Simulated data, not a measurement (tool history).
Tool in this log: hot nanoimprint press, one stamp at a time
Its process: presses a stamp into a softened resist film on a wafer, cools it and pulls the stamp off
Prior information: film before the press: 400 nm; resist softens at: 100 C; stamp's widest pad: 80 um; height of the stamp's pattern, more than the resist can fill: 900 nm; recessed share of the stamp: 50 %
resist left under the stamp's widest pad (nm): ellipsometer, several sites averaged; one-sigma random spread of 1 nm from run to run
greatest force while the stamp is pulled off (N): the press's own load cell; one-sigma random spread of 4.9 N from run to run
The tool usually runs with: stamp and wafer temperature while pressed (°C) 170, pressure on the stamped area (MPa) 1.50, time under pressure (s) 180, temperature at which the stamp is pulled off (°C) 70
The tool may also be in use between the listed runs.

run,day,stamp and wafer temperature while pressed (°C),pressure on the stamped area (MPa),time under pressure (s),temperature at which the stamp is pulled off (°C),resist left under the stamp's widest pad (nm),greatest force while the stamp is pulled off (N)
1,0.000,170,1.50,180,70,228.9,279
2,1.583,176,1.50,180,70,180.8,281
3,3.012,170,1.50,180,70,230.5,285
4,4.417,170,1.50,180,70,230.4,295
5,5.867,170,1.50,109,70,265.2,306
6,7.454,170,1.50,109,70,265.3,307
7,8.292,170,1.50,109,64,267.3,362
8,9.317,170,1.50,180,70,233.9,326
9,10.404,170,1.50,180,70,234.3,329
10,11.642,170,1.50,313,70,197.0,336
11,12.958,170,0.96,180,70,282.4,345
# day 14.062: plate thermocouple calibrated
12,14.396,170,0.96,167,70,295.9,358
13,15.996,170,0.96,167,70,297.1,361
14,17.688,170,0.97,180,70,289.7,372
15,18.754,170,1.50,180,70,243.4,365
16,20.433,168,1.09,180,70,297.2,364
17,21.483,168,1.09,180,70,293.9,395
18,22.654,178,1.95,143,66,166.5,440
# day 23.283: plate thermocouple calibrated, once more
19,24.279,170,1.49,180,65,221.5,426
# day 24.908: stamp cleaned and given a new release coat
20,26.321,159,1.50,336,70,285.5,244
21,28.079,170,1.50,215,70,210.9,259
22,29.812,169,1.41,180,70,238.1,260
23,30.725,165,1.50,180,71,270.0,255
24,32.508,165,1.52,180,62,268.3,324
25,33.988,172,1.52,295,56,173.6,378
26,34.792,164,2.35,175,73,233.9,259
27,36.283,164,2.35,175,73,235.0,264
28,37.812,170,1.73,180,56,210.7,401
29,38.867,179,1.73,180,72,144.9,290

Measured result minus the same run's result without the hidden state. Both carry the same run-to-run variation, though not necessarily the same gauge scatter:
Hidden conditions of the tool in this case: true temperature over the reading, C; pressure that arrives at the usual setting, %; grip of the stamp's worn release coat, % over a new coat's; drift of the gauge itself on residual_nm, %; drift of the gauge itself on pull_off_n, %.
run,resist left under the stamp's widest pad (nm),greatest force while the stamp is pulled off (N)
1,+10.3,+40
2,+9.1,+47
3,+11.6,+54
4,+12.1,+60
5,+12.9,+68
6,+13.5,+74
7,+13.8,+90
8,+14.2,+85
9,+14.6,+91
10,+14.0,+96
11,+14.7,+104
12,+21.5,+117
13,+22.3,+124
14,+23.0,+133
15,+24.9,+135
16,+24.5,+139
17,+24.6,+155
18,+20.1,+176
19,+2.0,+158
20,+2.7,+5
21,+3.4,+13
22,+4.0,+20
23,+4.6,+24
24,+5.3,+38
25,+5.0,+52
26,+8.2,+40
27,+8.8,+45
28,+7.5,+76
29,+5.8,+59

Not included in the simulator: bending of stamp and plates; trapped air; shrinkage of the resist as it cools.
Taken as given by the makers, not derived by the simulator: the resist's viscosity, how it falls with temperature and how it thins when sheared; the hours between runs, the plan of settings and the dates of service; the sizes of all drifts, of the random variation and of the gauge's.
